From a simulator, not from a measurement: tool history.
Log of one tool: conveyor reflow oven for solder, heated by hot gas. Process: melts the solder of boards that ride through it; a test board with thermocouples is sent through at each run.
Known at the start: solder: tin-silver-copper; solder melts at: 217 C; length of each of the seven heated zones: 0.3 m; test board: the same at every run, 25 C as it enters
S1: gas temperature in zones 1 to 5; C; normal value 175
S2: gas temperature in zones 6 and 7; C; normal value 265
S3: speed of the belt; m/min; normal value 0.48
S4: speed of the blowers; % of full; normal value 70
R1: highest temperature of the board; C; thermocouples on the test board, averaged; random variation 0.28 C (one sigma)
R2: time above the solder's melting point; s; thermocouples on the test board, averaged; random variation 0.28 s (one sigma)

run,hour,S1,S2,S3,S4,R1,R2
1,0,175,265,0.48,70,248.2,53.5
2,4.7,175,265,0.48,70,248.4,54
3,12.4,175,265,0.48,70,248.9,54.2
4,21.5,175,265,0.48,70,248,53.2
5,29.2,175,265,0.48,58,245.2,50.3
6,33.4,175,265,0.48,70,248.5,53.8
7,39.7,175,269,0.48,70,251.5,56.4
8,47.5,175,253,0.48,70,238.5,43.7
9,55.6,175,253,0.48,70,237.7,44.3
10,59.7,175,265,0.48,70,248.2,53.2
11,64.8,175,265,0.48,70,248.5,53.7
12,74.1,175,265,0.48,70,247.9,53.3
13,83.2,175,263,0.48,70,246.2,52.2
14,91.1,175,279,0.48,70,260.2,61.3
15,95.4,175,253,0.48,70,237.8,44
16,104.4,175,253,0.48,70,238,44.3
17,111.3,175,256,0.48,58,237.6,42.7
18,121,175,259,0.48,70,242.8,49
19,126.4,175,259,0.48,70,243.4,49.7
20,135,175,265,0.39,74,254.6,73.5
21,141.2,175,257,0.48,73,241.8,48.2
# hour 147.1: flux residue cleaned out of gas plates and filters
22,153.2,175,268,0.48,70,249.3,54.6
23,162.3,167,268,0.48,59,245.9,47.5
24,169.2,176,279,0.422,56,260.1,70.7
25,176.6,177,256,0.46,70,241.4,50.7
26,184.3,177,264,0.46,70,248.5,56.6
27,191.9,185,269,0.562,57,242.9,43.3
28,197.1,185,269,0.562,76,248.8,48.4
# hour 210.9: flux residue cleaned out of gas plates and filters, once more
29,211.2,183,274,0.433,76,261.7,73.4
30,216.7,161,262,0.388,66,248.6,64.3
31,226.3,161,262,0.388,66,248.7,63.4
32,234.1,161,262,0.388,66,248.7,63.6

Predict each of these 3 candidate next runs independently; none follows another, all start after run 32:
A,240.1,175,269,0.48,63,?,?
B,240.1,161,256,0.49,65,?,?
C,240.1,169,265,0.441,70,?,?

run,R1,R2
A,250,54.7
B,236.7,35.3
C,250.2,58.5
Without the tool's unlogged condition, the same runs would have read:
run,R1,R2
A,250.2,54.2
B,236.8,35.1
C,250.4,58

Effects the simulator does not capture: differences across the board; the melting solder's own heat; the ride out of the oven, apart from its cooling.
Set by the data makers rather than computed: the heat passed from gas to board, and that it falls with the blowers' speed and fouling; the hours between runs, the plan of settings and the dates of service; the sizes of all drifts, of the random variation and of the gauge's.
